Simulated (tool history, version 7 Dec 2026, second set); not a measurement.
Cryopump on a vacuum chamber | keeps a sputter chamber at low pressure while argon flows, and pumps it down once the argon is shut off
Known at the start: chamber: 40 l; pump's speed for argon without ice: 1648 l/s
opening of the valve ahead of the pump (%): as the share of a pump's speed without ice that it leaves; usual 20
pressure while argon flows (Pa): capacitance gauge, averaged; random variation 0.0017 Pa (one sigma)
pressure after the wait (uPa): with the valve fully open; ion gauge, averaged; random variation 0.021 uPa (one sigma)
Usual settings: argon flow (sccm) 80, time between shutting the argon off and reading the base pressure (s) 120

run	hour	argon flow (sccm)	time between shutting the argon off and reading the base pressure (s)	opening of the valve ahead of the pump (%)	pressure while argon flows (Pa)	pressure after the wait (uPa)
1	0.0	80	120	20	0.4200	0.86
2	23.4	80	120	20	0.4226	1.00
3	45.1	80	120	20	0.4238	0.95
4	56.6	51	120	20	0.2715	0.91
5	76.4	51	120	20	0.2720	1.02
6	102.9	51	120	20	0.2752	0.96
7	119.5	51	120	20	0.2709	1.05
8	146.7	80	120	20	0.4304	1.13
9	170.8	80	122	20	0.4307	1.10
10	185.3	80	122	20	0.4313	1.11
# hour 202.6: pump warmed up, emptied and cooled again
11	211.2	80	122	20	0.4093	0.92
12	237.0	42	120	20	0.2150	0.96
13	256.9	80	120	20	0.4151	1.02
14	283.7	80	120	20	0.4147	1.01
15	297.0	80	120	20	0.4114	1.05
16	317.5	93	254	47	0.2104	0.92
17	336.0	93	254	47	0.2113	0.91
18	353.2	43	120	20	0.2239	1.12
19	377.3	112	120	20	0.5840	1.12
20	392.0	155	35	21	0.7706	1.68
21	403.4	83	40	20	0.4360	1.58
22	424.7	83	40	20	0.4366	1.67
23	446.7	36	120	32	0.1217	1.16
24	463.1	131	162	29	0.4851	1.16
25	479.0	131	162	29	0.4852	1.11
26	502.9	80	199	31	0.2802	1.18
27	526.9	37	120	20	0.1979	1.28
28	551.0	32	25	28	0.1244	2.21
29	563.9	113	117	28	0.4405	1.33

Forecast each of these 3 alternatives for the next run:
A	581.8	113	37	20	?	?
B	581.8	80	120	46	?	?
C	581.8	49	117	18	?	?

run	pressure while argon flows (Pa)	pressure after the wait (uPa)
A	0.6088	1.90
B	0.1980	1.35
C	0.2916	1.38
Without the tool's hidden state the same runs would have given:
run	pressure while argon flows (Pa)	pressure after the wait (uPa)
A	0.5796	0.94
B	0.1774	0.41
C	0.2789	0.44
